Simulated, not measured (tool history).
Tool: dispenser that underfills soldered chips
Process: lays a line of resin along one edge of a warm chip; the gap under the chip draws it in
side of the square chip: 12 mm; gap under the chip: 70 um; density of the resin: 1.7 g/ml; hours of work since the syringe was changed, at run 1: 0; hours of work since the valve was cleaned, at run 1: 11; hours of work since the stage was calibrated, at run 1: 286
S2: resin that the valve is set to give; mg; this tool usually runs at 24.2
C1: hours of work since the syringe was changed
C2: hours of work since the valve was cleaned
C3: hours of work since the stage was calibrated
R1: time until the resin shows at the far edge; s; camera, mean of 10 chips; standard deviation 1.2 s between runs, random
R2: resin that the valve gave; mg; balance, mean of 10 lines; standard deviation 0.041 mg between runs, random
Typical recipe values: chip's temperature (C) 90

{"run": 1, "hour": 0.0, "chip's temperature (C)": 90, "S2": 24.2, "C1": 0, "C2": 11, "C3": 286, "R1": 116.9, "R2": 24.05}
{"run": 2, "hour": 6.0, "chip's temperature (C)": 90, "S2": 24.2, "C1": 5, "C2": 16, "C3": 291, "R1": 174.5, "R2": 24.05}
{"run": 3, "hour": 13.0, "chip's temperature (C)": 102, "S2": 24.2, "C1": 10, "C2": 22, "C3": 296, "R1": 156.1, "R2": 23.98}
{"hour": 15.1, "done": "new syringe of resin"}
{"run": 4, "hour": 18.4, "chip's temperature (C)": 102, "S2": 24.2, "C1": 3, "C2": 25, "C3": 300, "R1": 87.2, "R2": 24.03}
{"run": 5, "hour": 25.0, "chip's temperature (C)": 100, "S2": 24.2, "C1": 8, "C2": 31, "C3": 306, "R1": 145.8, "R2": 23.89}
{"hour": 29.9, "done": "new syringe of resin"}
{"run": 6, "hour": 33.5, "chip's temperature (C)": 90, "S2": 24.2, "C1": 3, "C2": 37, "C3": 312, "R1": 150.9, "R2": 23.89}
{"run": 7, "hour": 39.1, "chip's temperature (C)": 90, "S2": 24.2, "C1": 7, "C2": 41, "C3": 316, "R1": 209.9, "R2": 23.79}
{"hour": 42.1, "done": "dispensing valve cleaned and set on the balance"}
{"run": 8, "hour": 43.9, "chip's temperature (C)": 90, "S2": 24.2, "C1": 10, "C2": 1, "C3": 319, "R1": 261.2, "R2": 24.26}
{"hour": 45.8, "done": "new syringe of resin"}
{"run": 9, "hour": 51.0, "chip's temperature (C)": 90, "S2": 25.0, "C1": 4, "C2": 7, "C3": 325, "R1": 164.2, "R2": 25.04}
{"run": 10, "hour": 59.4, "chip's temperature (C)": 90, "S2": 25.0, "C1": 11, "C2": 13, "C3": 331, "R1": 270.5, "R2": 24.87}
{"hour": 60.6, "done": "new syringe of resin"}
{"run": 11, "hour": 66.5, "chip's temperature (C)": 90, "S2": 25.0, "C1": 5, "C2": 19, "C3": 337, "R1": 173.9, "R2": 24.81}
{"run": 12, "hour": 74.4, "chip's temperature (C)": 90, "S2": 25.0, "C1": 11, "C2": 25, "C3": 343, "R1": 278.0, "R2": 24.82}
{"hour": 75.6, "done": "new syringe of resin"}
{"run": 13, "hour": 82.6, "chip's temperature (C)": 94, "S2": 24.2, "C1": 6, "C2": 31, "C3": 349, "R1": 158.0, "R2": 23.92}
{"hour": 90.5, "done": "new syringe of resin"}
{"run": 14, "hour": 91.1, "chip's temperature (C)": 94, "S2": 24.2, "C1": 1, "C2": 37, "C3": 355, "R1": 106.1, "R2": 23.94}
{"hour": 99.1, "done": "dispensing valve cleaned and set on the balance"}
{"run": 15, "hour": 100.4, "chip's temperature (C)": 94, "S2": 24.2, "C1": 7, "C2": 1, "C3": 362, "R1": 176.6, "R2": 24.17}
{"run": 16, "hour": 105.2, "chip's temperature (C)": 94, "S2": 24.2, "C1": 11, "C2": 5, "C3": 366, "R1": 232.0, "R2": 24.13}
{"hour": 106.3, "done": "new syringe of resin"}
{"run": 17, "hour": 109.6, "chip's temperature (C)": 102, "S2": 24.2, "C1": 3, "C2": 8, "C3": 369, "R1": 88.8, "R2": 24.11}
{"run": 18, "hour": 115.9, "chip's temperature (C)": 102, "S2": 24.2, "C1": 8, "C2": 13, "C3": 374, "R1": 126.8, "R2": 24.11}
{"hour": 121.1, "done": "new syringe of resin"}
{"run": 19, "hour": 123.9, "chip's temperature (C)": 88, "S2": 24.2, "C1": 2, "C2": 19, "C3": 380, "R1": 157.0, "R2": 23.92}
{"run": 20, "hour": 129.5, "chip's temperature (C)": 82, "S2": 27.1, "C1": 7, "C2": 23, "C3": 384, "R1": 287.2, "R2": 26.76}
{"run": 21, "hour": 135.0, "chip's temperature (C)": 82, "S2": 27.1, "C1": 11, "C2": 28, "C3": 388, "R1": 394.3, "R2": 26.74}
{"hour": 136.2, "done": "new syringe of resin"}
{"run": 22, "hour": 140.9, "chip's temperature (C)": 82, "S2": 27.1, "C1": 4, "C2": 32, "C3": 393, "R1": 224.8, "R2": 26.66}
{"run": 23, "hour": 148.1, "chip's temperature (C)": 77, "S2": 21.3, "C1": 9, "C2": 38, "C3": 398, "R1": 464.3, "R2": 20.95}
{"hour": 151.1, "done": "new syringe of resin"}
{"run": 24, "hour": 154.5, "chip's temperature (C)": 95, "S2": 23.0, "C1": 3, "C2": 42, "C3": 403, "R1": 125.0, "R2": 22.55}
{"hour": 156.0, "done": "dispensing valve cleaned and set on the balance"}
{"run": 25, "hour": 160.9, "chip's temperature (C)": 95, "S2": 23.0, "C1": 7, "C2": 4, "C3": 407, "R1": 171.8, "R2": 22.89}
{"hour": 167.2, "done": "new syringe of resin"}
{"run": 26, "hour": 167.5, "chip's temperature (C)": 99, "S2": 23.0, "C1": 0, "C2": 9, "C3": 412, "R1": 84.5, "R2": 22.85}
{"run": 27, "hour": 176.3, "chip's temperature (C)": 80, "S2": 24.3, "C1": 7, "C2": 16, "C3": 419, "R1": 338.4, "R2": 24.06}
{"run": 28, "hour": 180.3, "chip's temperature (C)": 102, "S2": 21.0, "C1": 10, "C2": 19, "C3": 422, "R1": 166.4, "R2": 20.76}
{"hour": 182.0, "done": "new syringe of resin"}
{"run": 29, "hour": 189.4, "chip's temperature (C)": 94, "S2": 28.8, "C1": 6, "C2": 26, "C3": 429, "R1": 160.1, "R2": 28.46}
{"hour": 196.8, "done": "new syringe of resin"}
{"run": 30, "hour": 197.1, "chip's temperature (C)": 83, "S2": 21.3, "C1": 0, "C2": 31, "C3": 435, "R1": 182.3, "R2": 20.96}
{"run": 31, "hour": 204.6, "chip's temperature (C)": 83, "S2": 21.3, "C1": 6, "C2": 37, "C3": 441, "R1": 285.6, "R2": 20.88}
{"hour": 212.3, "done": "new syringe of resin"}
{"hour": 213.3, "done": "dispensing valve cleaned and set on the balance"}
{"run": 32, "hour": 214.0, "chip's temperature (C)": 78, "S2": 24.2, "C1": 1, "C2": 1, "C3": 447, "R1": 219.1, "R2": 24.2}
{"run": 33, "hour": 220.0, "chip's temperature (C)": 78, "S2": 24.2, "C1": 5, "C2": 5, "C3": 452, "R1": 324.2, "R2": 24.19}

A few steps of R1 between consecutive runs. Split each: what settings, incoming material and random variation would produce without the hidden state, and what is left over for the hidden state, along with gauge scatter present in only one of the two compared results (measured, and without hidden state):
Hidden conditions of the tool in this case: resin's viscosity, % of fresh resin's; dose that the valve gives, % of what is set; true chip temperature over the reading, C; drift of the gauge itself on fill_s, %; drift of the gauge itself on given_mg, %.
Run 21 -> 22: new syringe of resin. R1 -169.5 s: hidden state -168.9, all else -0.6.
Run 22 -> 23: chip's temperature (C) 82 -> 77, S2 27.1 -> 21.3. R1 +239.5 s: hidden state +188.8, all else +50.7.
Run 23 -> 24: chip's temperature (C) 77 -> 95, S2 21.3 -> 23.0, new syringe of resin. R1 -339.3 s: hidden state -225.4, all else -113.9.
Run 26 -> 27: chip's temperature (C) 99 -> 80, S2 23.0 -> 24.3. R1 +253.9 s: hidden state +152.0, all else +101.9.

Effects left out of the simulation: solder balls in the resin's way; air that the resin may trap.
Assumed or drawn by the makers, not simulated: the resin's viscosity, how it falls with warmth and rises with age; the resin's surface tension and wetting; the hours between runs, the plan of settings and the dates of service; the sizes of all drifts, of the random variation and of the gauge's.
